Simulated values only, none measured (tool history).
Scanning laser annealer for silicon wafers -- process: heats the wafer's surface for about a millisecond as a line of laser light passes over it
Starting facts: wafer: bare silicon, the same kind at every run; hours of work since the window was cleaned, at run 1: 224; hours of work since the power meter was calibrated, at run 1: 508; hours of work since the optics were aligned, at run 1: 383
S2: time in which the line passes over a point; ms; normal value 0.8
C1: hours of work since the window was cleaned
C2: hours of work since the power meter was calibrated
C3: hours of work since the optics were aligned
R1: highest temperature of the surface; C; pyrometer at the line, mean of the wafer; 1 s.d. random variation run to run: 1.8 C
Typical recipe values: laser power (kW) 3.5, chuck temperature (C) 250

{"run": 1, "hour": 0.0, "laser power (kW)": 3.5, "S2": 0.8, "chuck temperature (C)": 250, "C1": 224, "C2": 508, "C3": 383, "R1": 974}
{"run": 2, "hour": 52.9, "laser power (kW)": 3.5, "S2": 0.8, "chuck temperature (C)": 266, "C1": 247, "C2": 532, "C3": 407, "R1": 987}
{"run": 3, "hour": 97.3, "laser power (kW)": 3.5, "S2": 0.8, "chuck temperature (C)": 266, "C1": 267, "C2": 552, "C3": 427, "R1": 984}
{"run": 4, "hour": 141.9, "laser power (kW)": 3.109, "S2": 0.8, "chuck temperature (C)": 250, "C1": 288, "C2": 572, "C3": 447, "R1": 859}
{"run": 5, "hour": 192.0, "laser power (kW)": 3.109, "S2": 0.8, "chuck temperature (C)": 250, "C1": 310, "C2": 595, "C3": 469, "R1": 855}
{"run": 6, "hour": 249.6, "laser power (kW)": 3.109, "S2": 0.8, "chuck temperature (C)": 250, "C1": 336, "C2": 621, "C3": 495, "R1": 854}
{"run": 7, "hour": 276.6, "laser power (kW)": 3.109, "S2": 0.8, "chuck temperature (C)": 250, "C1": 348, "C2": 633, "C3": 507, "R1": 849}
{"run": 8, "hour": 320.5, "laser power (kW)": 3.109, "S2": 0.8, "chuck temperature (C)": 250, "C1": 368, "C2": 653, "C3": 527, "R1": 851}
{"hour": 343.1, "done": "window over the wafer cleaned"}
{"run": 9, "hour": 360.0, "laser power (kW)": 3.5, "S2": 0.941, "chuck temperature (C)": 250, "C1": 8, "C2": 670, "C3": 544, "R1": 1061}
{"run": 10, "hour": 399.9, "laser power (kW)": 3.5, "S2": 0.8, "chuck temperature (C)": 250, "C1": 26, "C2": 688, "C3": 562, "R1": 992}
{"run": 11, "hour": 462.2, "laser power (kW)": 3.5, "S2": 0.8, "chuck temperature (C)": 250, "C1": 54, "C2": 716, "C3": 590, "R1": 984}
{"run": 12, "hour": 512.3, "laser power (kW)": 3.5, "S2": 0.8, "chuck temperature (C)": 262, "C1": 76, "C2": 738, "C3": 613, "R1": 996}
{"run": 13, "hour": 572.7, "laser power (kW)": 3.5, "S2": 0.8, "chuck temperature (C)": 262, "C1": 103, "C2": 766, "C3": 640, "R1": 990}
{"run": 14, "hour": 609.3, "laser power (kW)": 3.5, "S2": 0.8, "chuck temperature (C)": 262, "C1": 120, "C2": 782, "C3": 656, "R1": 990}
{"run": 15, "hour": 655.5, "laser power (kW)": 3.5, "S2": 0.8, "chuck temperature (C)": 262, "C1": 141, "C2": 803, "C3": 677, "R1": 985}
{"run": 16, "hour": 682.6, "laser power (kW)": 3.5, "S2": 0.8, "chuck temperature (C)": 262, "C1": 153, "C2": 815, "C3": 689, "R1": 986}
{"hour": 716.6, "done": "optics aligned, line set to its width"}
{"run": 17, "hour": 720.8, "laser power (kW)": 3.5, "S2": 0.8, "chuck temperature (C)": 262, "C1": 168, "C2": 830, "C3": 2, "R1": 998}
{"run": 18, "hour": 776.1, "laser power (kW)": 3.5, "S2": 0.8, "chuck temperature (C)": 262, "C1": 193, "C2": 855, "C3": 27, "R1": 994}
{"run": 19, "hour": 805.5, "laser power (kW)": 3.5, "S2": 0.8, "chuck temperature (C)": 262, "C1": 206, "C2": 868, "C3": 40, "R1": 992}
{"run": 20, "hour": 838.8, "laser power (kW)": 3.5, "S2": 0.8, "chuck temperature (C)": 262, "C1": 221, "C2": 883, "C3": 55, "R1": 990}
{"run": 21, "hour": 877.6, "laser power (kW)": 3.5, "S2": 0.8, "chuck temperature (C)": 262, "C1": 239, "C2": 901, "C3": 73, "R1": 988}
{"run": 22, "hour": 915.6, "laser power (kW)": 3.5, "S2": 0.8, "chuck temperature (C)": 262, "C1": 256, "C2": 918, "C3": 90, "R1": 982}
{"run": 23, "hour": 961.4, "laser power (kW)": 2.992, "S2": 0.908, "chuck temperature (C)": 244, "C1": 276, "C2": 939, "C3": 110, "R1": 872}
{"run": 24, "hour": 1026.0, "laser power (kW)": 3.673, "S2": 0.641, "chuck temperature (C)": 250, "C1": 306, "C2": 968, "C3": 139, "R1": 926}
{"run": 25, "hour": 1054.3, "laser power (kW)": 3.673, "S2": 0.641, "chuck temperature (C)": 250, "C1": 318, "C2": 980, "C3": 152, "R1": 924}
{"hour": 1063.4, "done": "laser's power meter calibrated"}
{"run": 26, "hour": 1096.7, "laser power (kW)": 3.101, "S2": 0.613, "chuck temperature (C)": 218, "C1": 336, "C2": 15, "C3": 170, "R1": 739}
{"run": 27, "hour": 1127.4, "laser power (kW)": 3.101, "S2": 0.722, "chuck temperature (C)": 226, "C1": 350, "C2": 29, "C3": 184, "R1": 795}
{"run": 28, "hour": 1158.3, "laser power (kW)": 3.841, "S2": 0.722, "chuck temperature (C)": 284, "C1": 364, "C2": 43, "C3": 198, "R1": 1036}
{"hour": 1186.9, "done": "window over the wafer cleaned"}
{"run": 29, "hour": 1194.2, "laser power (kW)": 2.999, "S2": 0.57, "chuck temperature (C)": 253, "C1": 3, "C2": 58, "C3": 213, "R1": 757}
{"run": 30, "hour": 1251.4, "laser power (kW)": 2.999, "S2": 0.57, "chuck temperature (C)": 253, "C1": 29, "C2": 84, "C3": 239, "R1": 751}
{"run": 31, "hour": 1289.5, "laser power (kW)": 2.999, "S2": 0.57, "chuck temperature (C)": 253, "C1": 46, "C2": 101, "C3": 256, "R1": 752}
{"hour": 1327.4, "done": "laser's power meter calibrated, once more"}
{"run": 32, "hour": 1328.8, "laser power (kW)": 2.999, "S2": 0.857, "chuck temperature (C)": 259, "C1": 63, "C2": 1, "C3": 272, "R1": 887}
{"run": 33, "hour": 1380.8, "laser power (kW)": 3.478, "S2": 0.8, "chuck temperature (C)": 250, "C1": 86, "C2": 24, "C3": 296, "R1": 985}
{"run": 34, "hour": 1426.8, "laser power (kW)": 3.094, "S2": 0.8, "chuck temperature (C)": 250, "C1": 107, "C2": 45, "C3": 316, "R1": 879}
{"run": 35, "hour": 1491.8, "laser power (kW)": 3.628, "S2": 0.724, "chuck temperature (C)": 250, "C1": 136, "C2": 74, "C3": 346, "R1": 981}
{"run": 36, "hour": 1547.9, "laser power (kW)": 3.5, "S2": 0.707, "chuck temperature (C)": 270, "C1": 161, "C2": 99, "C3": 371, "R1": 954}
{"run": 37, "hour": 1607.4, "laser power (kW)": 3.5, "S2": 0.707, "chuck temperature (C)": 270, "C1": 188, "C2": 126, "C3": 398, "R1": 947}
{"run": 38, "hour": 1660.4, "laser power (kW)": 3.5, "S2": 0.721, "chuck temperature (C)": 263, "C1": 212, "C2": 150, "C3": 422, "R1": 949}
{"run": 39, "hour": 1703.7, "laser power (kW)": 3.353, "S2": 0.743, "chuck temperature (C)": 250, "C1": 232, "C2": 170, "C3": 441, "R1": 906}
{"run": 40, "hour": 1748.8, "laser power (kW)": 3.604, "S2": 0.8, "chuck temperature (C)": 284, "C1": 252, "C2": 190, "C3": 462, "R1": 1027}
{"run": 41, "hour": 1806.9, "laser power (kW)": 3.604, "S2": 0.8, "chuck temperature (C)": 284, "C1": 278, "C2": 216, "C3": 488, "R1": 1026}

Consider 4 possible next runs. They are alternatives, not a sequence: every one starts from the tool as it was left by run 41. What does each give?
{"run": "A", "hour": 1846.4, "laser power (kW)": 3.294, "S2": 0.967, "chuck temperature (C)": 246, "C1": 296, "C2": 234, "C3": 506, "R1": "?"}
{"run": "B", "hour": 1846.4, "laser power (kW)": 3.509, "S2": 0.974, "chuck temperature (C)": 250, "C1": 296, "C2": 234, "C3": 506, "R1": "?"}
{"run": "C", "hour": 1846.4, "laser power (kW)": 3.5, "S2": 0.781, "chuck temperature (C)": 245, "C1": 296, "C2": 234, "C3": 506, "R1": "?"}
{"run": "D", "hour": 1846.4, "laser power (kW)": 3.604, "S2": 0.8, "chuck temperature (C)": 240, "C1": 296, "C2": 234, "C3": 506, "R1": "?"}

run=A R1=979
run=B R1=1045
run=C R1=948
run=D R1=981
The same runs, with their run-to-run variation unchanged, on a tool lacking any hidden condition would have given:
run=A R1=1032
run=B R1=1102
run=C R1=998
run=D R1=1034

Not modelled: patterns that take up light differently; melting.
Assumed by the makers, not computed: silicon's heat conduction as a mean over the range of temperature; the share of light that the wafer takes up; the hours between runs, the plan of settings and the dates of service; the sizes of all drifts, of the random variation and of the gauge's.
